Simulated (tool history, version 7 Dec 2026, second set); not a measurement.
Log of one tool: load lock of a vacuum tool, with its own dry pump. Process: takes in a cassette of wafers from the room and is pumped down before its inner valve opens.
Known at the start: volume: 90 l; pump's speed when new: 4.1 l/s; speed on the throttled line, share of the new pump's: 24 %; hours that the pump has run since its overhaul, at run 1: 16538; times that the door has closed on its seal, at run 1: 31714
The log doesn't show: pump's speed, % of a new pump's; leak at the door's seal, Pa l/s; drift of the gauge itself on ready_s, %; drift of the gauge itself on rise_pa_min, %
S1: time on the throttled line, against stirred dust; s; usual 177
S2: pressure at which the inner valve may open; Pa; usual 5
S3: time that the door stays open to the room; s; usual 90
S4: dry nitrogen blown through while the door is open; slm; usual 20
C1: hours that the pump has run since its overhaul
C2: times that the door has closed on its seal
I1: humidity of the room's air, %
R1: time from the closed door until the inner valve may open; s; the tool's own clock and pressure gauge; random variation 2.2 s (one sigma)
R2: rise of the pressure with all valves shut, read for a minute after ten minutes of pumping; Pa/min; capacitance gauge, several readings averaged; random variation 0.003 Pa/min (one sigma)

{"run": 1, "hour": 0.0, "S1": 177, "S2": 5, "S3": 90, "S4": 20, "C1": 16538, "C2": 31714, "I1": 46.7, "R1": 392.1, "R2": 0.331}
{"run": 2, "hour": 253.4, "S1": 177, "S2": 5, "S3": 90, "S4": 20, "C1": 16791, "C2": 32106, "I1": 48.2, "R1": 387.9, "R2": 0.342}
{"run": 3, "hour": 688.7, "S1": 177, "S2": 5, "S3": 34, "S4": 20, "C1": 17227, "C2": 32781, "I1": 43.4, "R1": 389.6, "R2": 0.347}
{"run": 4, "hour": 933.2, "S1": 177, "S2": 5, "S3": 90, "S4": 20, "C1": 17471, "C2": 33159, "I1": 46.9, "R1": 394.7, "R2": 0.352}
{"hour": 1364.3, "done": "dry pump taken out, an overhauled one fitted"}
{"run": 5, "hour": 1430.3, "S1": 177, "S2": 5, "S3": 90, "S4": 20, "C1": 66, "C2": 33920, "I1": 43.0, "R1": 357.9, "R2": 0.376}
{"run": 6, "hour": 1707.8, "S1": 177, "S2": 5, "S3": 90, "S4": 20, "C1": 344, "C2": 34350, "I1": 44.9, "R1": 361.5, "R2": 0.374}
{"run": 7, "hour": 2083.8, "S1": 177, "S2": 5, "S3": 90, "S4": 20, "C1": 719, "C2": 34932, "I1": 41.9, "R1": 361.3, "R2": 0.386}
{"run": 8, "hour": 2280.6, "S1": 177, "S2": 5, "S3": 90, "S4": 20, "C1": 916, "C2": 35237, "I1": 46.2, "R1": 360.9, "R2": 0.392}
{"run": 9, "hour": 2536.0, "S1": 177, "S2": 5, "S3": 90, "S4": 20, "C1": 1172, "C2": 35633, "I1": 47.4, "R1": 360.8, "R2": 0.393}
{"run": 10, "hour": 2856.8, "S1": 177, "S2": 5, "S3": 90, "S4": 20, "C1": 1493, "C2": 36130, "I1": 45.9, "R1": 359.1, "R2": 0.409}
{"run": 11, "hour": 3115.7, "S1": 177, "S2": 5, "S3": 90, "S4": 20, "C1": 1751, "C2": 36531, "I1": 41.9, "R1": 362.1, "R2": 0.433}
{"run": 12, "hour": 3480.5, "S1": 177, "S2": 5, "S3": 90, "S4": 20, "C1": 2116, "C2": 37096, "I1": 43.1, "R1": 361.4, "R2": 0.427}
{"run": 13, "hour": 3771.5, "S1": 177, "S2": 5, "S3": 90, "S4": 20, "C1": 2407, "C2": 37547, "I1": 40.7, "R1": 363.3, "R2": 0.429}
{"run": 14, "hour": 4004.3, "S1": 177, "S2": 5, "S3": 90, "S4": 20, "C1": 2640, "C2": 37907, "I1": 47.0, "R1": 360.7, "R2": 0.442}
{"run": 15, "hour": 4201.4, "S1": 177, "S2": 5, "S3": 90, "S4": 20, "C1": 2837, "C2": 38212, "I1": 43.4, "R1": 366.0, "R2": 0.451}
{"run": 16, "hour": 4450.3, "S1": 177, "S2": 5, "S3": 90, "S4": 20, "C1": 3086, "C2": 38598, "I1": 45.2, "R1": 364.8, "R2": 0.455}
{"run": 17, "hour": 4901.2, "S1": 177, "S2": 6, "S3": 90, "S4": 20, "C1": 3537, "C2": 39296, "I1": 47.6, "R1": 359.4, "R2": 0.468}
{"run": 18, "hour": 5173.7, "S1": 177, "S2": 5, "S3": 90, "S4": 5, "C1": 3809, "C2": 39718, "I1": 48.5, "R1": 360.6, "R2": 0.493}
{"run": 19, "hour": 5581.6, "S1": 250, "S2": 5, "S3": 90, "S4": 20, "C1": 4217, "C2": 40350, "I1": 40.5, "R1": 422.0, "R2": 0.478}
{"run": 20, "hour": 6056.6, "S1": 250, "S2": 5, "S3": 90, "S4": 20, "C1": 4692, "C2": 41086, "I1": 42.2, "R1": 421.5, "R2": 0.497}
{"run": 21, "hour": 6318.8, "S1": 250, "S2": 10, "S3": 90, "S4": 20, "C1": 4954, "C2": 41492, "I1": 44.4, "R1": 404.4, "R2": 0.505}
{"run": 22, "hour": 6707.9, "S1": 250, "S2": 10, "S3": 90, "S4": 20, "C1": 5344, "C2": 42095, "I1": 47.4, "R1": 402.4, "R2": 0.519}
{"run": 23, "hour": 7080.6, "S1": 250, "S2": 10, "S3": 90, "S4": 8, "C1": 5716, "C2": 42672, "I1": 45.8, "R1": 405.8, "R2": 0.536}
{"run": 24, "hour": 7327.0, "S1": 250, "S2": 10, "S3": 32, "S4": 31, "C1": 5963, "C2": 43054, "I1": 46.5, "R1": 406.5, "R2": 0.536}
{"run": 25, "hour": 7626.2, "S1": 209, "S2": 10, "S3": 82, "S4": 10, "C1": 6262, "C2": 43517, "I1": 44.5, "R1": 376.6, "R2": 0.568}
{"run": 26, "hour": 7910.8, "S1": 270, "S2": 6, "S3": 219, "S4": 20, "C1": 6547, "C2": 43958, "I1": 45.4, "R1": 435.2, "R2": 0.556}
{"run": 27, "hour": 8325.4, "S1": 213, "S2": 6, "S3": 219, "S4": 20, "C1": 6961, "C2": 44601, "I1": 44.6, "R1": 392.9, "R2": 0.579}
{"run": 28, "hour": 8578.2, "S1": 213, "S2": 6, "S3": 219, "S4": 20, "C1": 7214, "C2": 44992, "I1": 44.4, "R1": 394.2, "R2": 0.589}
{"run": 29, "hour": 8988.3, "S1": 213, "S2": 6, "S3": 219, "S4": 20, "C1": 7624, "C2": 45627, "I1": 42.2, "R1": 392.1, "R2": 0.604}
{"run": 30, "hour": 9214.9, "S1": 213, "S2": 6, "S3": 219, "S4": 20, "C1": 7851, "C2": 45978, "I1": 46.8, "R1": 390.3, "R2": 0.6}
{"run": 31, "hour": 9651.7, "S1": 136, "S2": 5, "S3": 57, "S4": 32, "C1": 8287, "C2": 46655, "I1": 45.0, "R1": 347.6, "R2": 0.615}

How the hidden state differs across the entries between the runs, from the last listed run before each to the first after it:
Between runs 4 and 5: dry pump taken out, an overhauled one fitted (hour 1364.3)
  pump's speed, % of a new pump's: 84.1 -> 98.7; leak at the door's seal, Pa l/s: 0.5087 -> 0.5286
  measured less the result without the state, R1: +35.7 -> +3.2 s; R2: +0.335 -> +0.357 Pa/min
